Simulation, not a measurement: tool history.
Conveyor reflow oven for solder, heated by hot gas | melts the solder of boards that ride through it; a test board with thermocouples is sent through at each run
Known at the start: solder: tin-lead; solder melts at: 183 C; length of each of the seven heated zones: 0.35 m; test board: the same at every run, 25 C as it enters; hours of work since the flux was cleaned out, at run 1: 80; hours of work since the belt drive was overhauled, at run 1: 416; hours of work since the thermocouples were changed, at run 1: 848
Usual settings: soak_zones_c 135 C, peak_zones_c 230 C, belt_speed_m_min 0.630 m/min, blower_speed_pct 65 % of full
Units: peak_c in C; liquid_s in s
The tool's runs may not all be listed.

run,hour,soak_zones_c,peak_zones_c,belt_speed_m_min,blower_speed_pct,hours of work since the flux was cleaned out,hours of work since the belt drive was overhauled,hours of work since the thermocouples were changed,peak_c,liquid_s
1,0.0,135,230,0.630,65,80,416,848,208.4,41.7
2,27.7,135,230,0.630,65,92,428,860,208.5,41.7
3,79.3,135,230,0.630,65,114,451,883,208.2,41.4
4,106.0,135,230,0.630,65,126,462,895,208.2,41.0
5,147.8,135,230,0.630,65,145,481,913,207.9,40.9
# hour 173.1: flux residue cleaned out of gas plates and filters
6,174.3,135,230,0.630,65,1,490,923,209.1,42.1
7,212.9,135,230,0.630,65,18,507,940,208.8,42.0
8,246.8,135,230,0.630,65,33,522,955,208.6,41.9
# hour 252.2: thermocouples of zones 6 and 7 changed
9,275.1,135,230,0.630,65,44,534,10,209.8,43.1
10,314.1,135,230,0.630,65,61,551,27,209.6,43.1
11,347.9,135,230,0.630,65,76,566,42,209.6,42.7
12,392.2,135,230,0.630,65,96,586,62,209.3,42.7
13,422.4,135,230,0.630,65,109,599,75,209.2,42.4

Forecast run 14:
14,475.3,132,228,0.548,78,132,622,98,?,?

peak_c: 213.9 C
liquid_s: 54.6 s
Without the tool's hidden state the same run would have given peak_c 214.9 C, liquid_s 55.0 s.
